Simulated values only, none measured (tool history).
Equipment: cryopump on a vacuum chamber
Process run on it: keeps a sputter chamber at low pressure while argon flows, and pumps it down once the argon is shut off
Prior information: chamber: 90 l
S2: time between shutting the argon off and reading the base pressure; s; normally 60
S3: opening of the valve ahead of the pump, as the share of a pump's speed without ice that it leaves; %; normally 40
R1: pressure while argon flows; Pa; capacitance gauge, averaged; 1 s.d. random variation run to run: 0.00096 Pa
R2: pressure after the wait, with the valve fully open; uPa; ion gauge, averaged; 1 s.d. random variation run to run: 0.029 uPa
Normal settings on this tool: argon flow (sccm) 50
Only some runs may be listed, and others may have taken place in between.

run 1 hour=0.0 | argon_flow_(sccm)=50 S2=60 S3=40 | R1=0.2326 R2=3.80
-- hour=21.7 pump warmed up, emptied and cooled again
run 2 hour=22.1 | argon_flow_(sccm)=50 S2=60 S3=40 | R1=0.2056 R2=3.15
run 3 hour=46.5 | argon_flow_(sccm)=40 S2=60 S3=40 | R1=0.1639 R2=3.18
run 4 hour=85.2 | argon_flow_(sccm)=40 S2=60 S3=40 | R1=0.1654 R2=3.26
run 5 hour=110.0 | argon_flow_(sccm)=22 S2=60 S3=40 | R1=0.0915 R2=3.28
run 6 hour=131.8 | argon_flow_(sccm)=22 S2=60 S3=40 | R1=0.0899 R2=3.27
run 7 hour=168.5 | argon_flow_(sccm)=22 S2=34 S3=40 | R1=0.0913 R2=4.16
run 8 hour=186.9 | argon_flow_(sccm)=50 S2=139 S3=40 | R1=0.2074 R2=2.76
run 9 hour=219.5 | argon_flow_(sccm)=50 S2=139 S3=40 | R1=0.2084 R2=2.86
run 10 hour=247.0 | argon_flow_(sccm)=50 S2=139 S3=40 | R1=0.2081 R2=2.75
run 11 hour=288.3 | argon_flow_(sccm)=50 S2=47 S3=40 | R1=0.2087 R2=3.71
run 12 hour=320.5 | argon_flow_(sccm)=50 S2=47 S3=40 | R1=0.2085 R2=3.86
run 13 hour=339.5 | argon_flow_(sccm)=50 S2=47 S3=40 | R1=0.2097 R2=3.86
run 14 hour=372.6 | argon_flow_(sccm)=50 S2=47 S3=40 | R1=0.2105 R2=3.80
run 15 hour=400.0 | argon_flow_(sccm)=50 S2=47 S3=48 | R1=0.1765 R2=4.02
run 16 hour=440.1 | argon_flow_(sccm)=50 S2=47 S3=48 | R1=0.1771 R2=4.02
run 17 hour=476.4 | argon_flow_(sccm)=50 S2=60 S3=40 | R1=0.2127 R2=3.78
run 18 hour=508.3 | argon_flow_(sccm)=50 S2=60 S3=40 | R1=0.2125 R2=3.86
run 19 hour=527.9 | argon_flow_(sccm)=50 S2=60 S3=40 | R1=0.2118 R2=3.86
run 20 hour=560.3 | argon_flow_(sccm)=87 S2=55 S3=24 | R1=0.6066 R2=3.94
run 21 hour=587.1 | argon_flow_(sccm)=67 S2=60 S3=40 | R1=0.2868 R2=3.82
run 22 hour=617.4 | argon_flow_(sccm)=50 S2=119 S3=56 | R1=0.1538 R2=3.42

Run 23 is up next; what results do you expect?
run 23 hour=640.0 | argon_flow_(sccm)=50 S2=273 S3=32 | R1=? R2=?

Run 23 gave R1 0.2670 Pa, R2 3.11 uPa.
Minus the tool's unlogged condition, the same run would have read R1 0.2573 Pa, R2 0.54 uPa.

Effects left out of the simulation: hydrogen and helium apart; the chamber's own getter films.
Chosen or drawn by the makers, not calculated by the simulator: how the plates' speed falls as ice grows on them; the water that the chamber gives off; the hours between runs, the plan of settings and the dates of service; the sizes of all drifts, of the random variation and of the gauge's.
